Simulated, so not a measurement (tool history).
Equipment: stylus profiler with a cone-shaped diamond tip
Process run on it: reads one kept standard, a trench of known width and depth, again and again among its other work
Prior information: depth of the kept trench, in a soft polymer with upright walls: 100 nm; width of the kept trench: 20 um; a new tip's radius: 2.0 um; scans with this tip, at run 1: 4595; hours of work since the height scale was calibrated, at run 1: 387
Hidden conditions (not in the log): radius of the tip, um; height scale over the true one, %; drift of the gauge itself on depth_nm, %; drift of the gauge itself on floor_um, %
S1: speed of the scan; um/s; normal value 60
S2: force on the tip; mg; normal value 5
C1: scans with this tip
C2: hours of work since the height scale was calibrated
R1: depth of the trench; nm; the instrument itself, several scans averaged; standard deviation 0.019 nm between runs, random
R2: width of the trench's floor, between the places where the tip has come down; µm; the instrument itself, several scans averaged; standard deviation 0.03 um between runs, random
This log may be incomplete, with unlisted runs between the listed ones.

{"run": 1, "hour": 0.0, "S1": 60, "S2": 5, "C1": 4595, "C2": 387, "R1": 100.99, "R2": 18.57}
{"run": 2, "hour": 34.3, "S1": 60, "S2": 5, "C1": 4761, "C2": 401, "R1": 100.96, "R2": 18.5}
{"run": 3, "hour": 80.8, "S1": 60, "S2": 5, "C1": 4985, "C2": 420, "R1": 100.99, "R2": 18.48}
{"run": 4, "hour": 105.1, "S1": 60, "S2": 5, "C1": 5102, "C2": 429, "R1": 101, "R2": 18.55}
{"run": 5, "hour": 142.9, "S1": 60, "S2": 5, "C1": 5285, "C2": 445, "R1": 100.95, "R2": 18.57}
{"run": 6, "hour": 177.5, "S1": 60, "S2": 5, "C1": 5451, "C2": 459, "R1": 100.98, "R2": 18.51}
{"run": 7, "hour": 201.3, "S1": 28, "S2": 3.41, "C1": 5566, "C2": 469, "R1": 100.75, "R2": 18.62}
{"run": 8, "hour": 225.6, "S1": 28, "S2": 6.24, "C1": 5683, "C2": 478, "R1": 101.15, "R2": 18.64}
{"run": 9, "hour": 272.4, "S1": 36, "S2": 4.2, "C1": 5909, "C2": 497, "R1": 100.84, "R2": 18.63}
{"run": 10, "hour": 294.4, "S1": 83, "S2": 5, "C1": 6015, "C2": 506, "R1": 100.97, "R2": 18.49}
{"run": 11, "hour": 337.1, "S1": 44, "S2": 1.91, "C1": 6221, "C2": 524, "R1": 100.49, "R2": 18.49}

Below are 3 alternative next runs, each starting from the tool's condition after run 11. Predict each:
{"run": "A", "hour": 372.4, "S1": 90, "S2": 5, "C1": 6391, "C2": 538, "R1": "?", "R2": "?"}
{"run": "B", "hour": 372.4, "S1": 44, "S2": 1.83, "C1": 6391, "C2": 538, "R1": "?", "R2": "?"}
{"run": "C", "hour": 372.4, "S1": 60, "S2": 2.04, "C1": 6391, "C2": 538, "R1": "?", "R2": "?"}

run=A R1=100.97 R2=18.38
run=B R1=100.52 R2=18.46
run=C R1=100.56 R2=18.34
With no hidden state in the tool, these same runs would have given:
run=A R1=100.97 R2=18.39
run=B R1=100.52 R2=18.46
run=C R1=100.56 R2=18.35
